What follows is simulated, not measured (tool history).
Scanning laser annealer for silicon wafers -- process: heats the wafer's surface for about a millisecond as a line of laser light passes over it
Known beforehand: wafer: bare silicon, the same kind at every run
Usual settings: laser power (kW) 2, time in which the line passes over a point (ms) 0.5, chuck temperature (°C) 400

run,hour,laser power (kW),time in which the line passes over a point (ms),chuck temperature (°C),highest temperature of the surface (°C)
1,0,2,0.5,400,1142
# hour 20.7: window over the wafer cleaned
2,76.8,2,0.5,400,1147
3,146.4,2,0.5,400,1150
4,216.4,2,0.5,400,1151
# hour 225.6: optics aligned, line set to its width
5,276.5,1.978,0.5,400,1146
6,354.6,1.978,0.5,400,1140
7,432.4,1.978,0.5,400,1142
8,469.6,2,0.5,381,1132
9,520.5,2,0.5,381,1128
10,595.7,2,0.523,381,1148
11,646.4,1.925,0.5,400,1114
12,713.9,1.925,0.5,400,1112
13,771.2,1.925,0.5,400,1113
# hour 793.5: window over the wafer cleaned
14,822,1.925,0.5,400,1127
15,877.9,1.925,0.5,400,1125
16,942.8,1.925,0.5,400,1122
# hour 950.9: laser's power meter calibrated
17,1019.9,1.925,0.5,400,1121
18,1087.8,2,0.619,400,1248
19,1162.6,1.962,0.5,400,1134
# hour 1174.3: laser's power meter calibrated, once more
20,1221,2,0.5,400,1150
21,1277.3,2.05,0.488,414,1168
22,1341.2,2.05,0.488,414,1166
23,1396.5,2,0.612,438,1279
24,1474.5,2,0.5,424,1168
25,1541.2,2,0.5,424,1165
# hour 1562: window over the wafer cleaned
26,1578,2,0.5,424,1180
27,1623.4,2,0.5,424,1185
28,1672.9,2,0.5,387,1146
29,1742.5,2,0.5,387,1144
30,1787.7,1.965,0.486,400,1132
31,1839.6,1.965,0.486,400,1129
32,1914.9,2,0.476,374,1106
33,1955.5,2,0.476,374,1106
34,2010.8,1.949,0.394,400,1038
35,2054.2,1.813,0.577,399,1132
36,2094.2,2,0.58,373,1184
37,2158.5,1.719,0.58,373,1065
38,2205.6,1.719,0.58,373,1066
39,2252.1,2.109,0.464,403,1158
40,2317.3,2.109,0.464,403,1153

Pick out some run-to-run changes in highest temperature of the surface (°C). Of each, how much would a tool without hidden state show as well, from the settings, what came in and chance, and how much is left for the hidden state and any gauge scatter not in both results compared?
Unlogged tool condition in this case: light that passes the window, % of a clean one's; laser's true power over the reading, %; width of the line over the set one, %; drift of the gauge itself on peak_c, C.
Run 1 -> 2: window over the wafer cleaned. highest temperature of the surface (°C) +5: hidden state +12, all else -7.
Run 13 -> 14: window over the wafer cleaned. highest temperature of the surface (°C) +14: hidden state +16, all else -2.
Run 17 -> 18: laser power (kW) 1.925 -> 2, time in which the line passes over a point (ms) 0.5 -> 0.619. highest temperature of the surface (°C) +127: hidden state -3, all else +130.
Run 18 -> 19: laser power (kW) 2 -> 1.962, time in which the line passes over a point (ms) 0.619 -> 0.5. highest temperature of the surface (°C) -114: hidden state -1, all else -113.
Run 25 -> 26: window over the wafer cleaned. highest temperature of the surface (°C) +15: hidden state +19, all else -4.
Run 36 -> 37: laser power (kW) 2 -> 1.719. highest temperature of the surface (°C) -119: hidden state +1, all else -120.

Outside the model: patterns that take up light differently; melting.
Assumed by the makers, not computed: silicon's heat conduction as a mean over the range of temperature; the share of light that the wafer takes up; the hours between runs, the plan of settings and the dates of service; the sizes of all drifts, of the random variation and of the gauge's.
